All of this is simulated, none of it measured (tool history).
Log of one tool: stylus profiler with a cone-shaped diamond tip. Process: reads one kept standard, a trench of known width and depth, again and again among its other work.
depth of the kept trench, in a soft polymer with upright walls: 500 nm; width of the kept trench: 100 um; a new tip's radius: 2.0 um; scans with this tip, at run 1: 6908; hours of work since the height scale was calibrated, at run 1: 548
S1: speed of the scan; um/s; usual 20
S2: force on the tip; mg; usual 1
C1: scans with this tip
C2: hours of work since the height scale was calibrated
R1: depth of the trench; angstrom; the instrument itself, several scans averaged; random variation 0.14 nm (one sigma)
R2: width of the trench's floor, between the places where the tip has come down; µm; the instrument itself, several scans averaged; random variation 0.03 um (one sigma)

| run | hour | S1 | S2 | C1 | C2 | R1 | R2 |
|---|---|---|---|---|---|---|---|
| 1 | 0 | 20 | 1 | 6908 | 548 | 5035.2 | 96.41 |
| 2 | 54 | 20 | 1 | 7368 | 585 | 5036 | 96.4 |
| 3 | 162.2 | 20 | 1.57 | 8290 | 658 | 5045.8 | 96.33 |
| 4 | 223.6 | 20 | 1.57 | 8812 | 700 | 5045.7 | 96.26 |
| 5 | 316.5 | 20 | 1.57 | 9604 | 763 | 5044.2 | 96.22 |
|  | 322.5 | height scale calibrated on a step standard |
| 6 | 366.9 | 20 | 1.57 | 10029 | 30 | 5039.6 | 96.19 |
| 7 | 424.2 | 20 | 1.57 | 10518 | 69 | 5039.1 | 96.16 |
| 8 | 477.1 | 38 | 0.8 | 10968 | 105 | 5016.5 | 95.9 |
| 9 | 563.5 | 58 | 0.42 | 11704 | 163 | 5002.7 | 95.44 |
| 10 | 675.9 | 29 | 0.58 | 12662 | 239 | 5008.5 | 95.82 |

Forecast each of these 4 alternatives for the next run:
| A | 728.9 | 15 | 2.79 | 13113 | 275 | ? | ? |
| B | 728.9 | 21 | 0.58 | 13113 | 275 | ? | ? |
| C | 728.9 | 18 | 0.58 | 13113 | 275 | ? | ? |
| D | 728.9 | 7 | 2.49 | 13113 | 275 | ? | ? |

| run | R1 | R2 |
|---|---|---|
| A | 5066.3 | 95.99 |
| B | 5004.2 | 95.88 |
| C | 5006.7 | 95.84 |
| D | 5059.1 | 96.02 |
Without the tool's hidden state the same runs would have given:
| run | R1 | R2 |
|---|---|---|
| A | 5090.1 | 97.32 |
| B | 5027.7 | 97.21 |
| C | 5030.2 | 97.17 |
| D | 5082.9 | 97.35 |

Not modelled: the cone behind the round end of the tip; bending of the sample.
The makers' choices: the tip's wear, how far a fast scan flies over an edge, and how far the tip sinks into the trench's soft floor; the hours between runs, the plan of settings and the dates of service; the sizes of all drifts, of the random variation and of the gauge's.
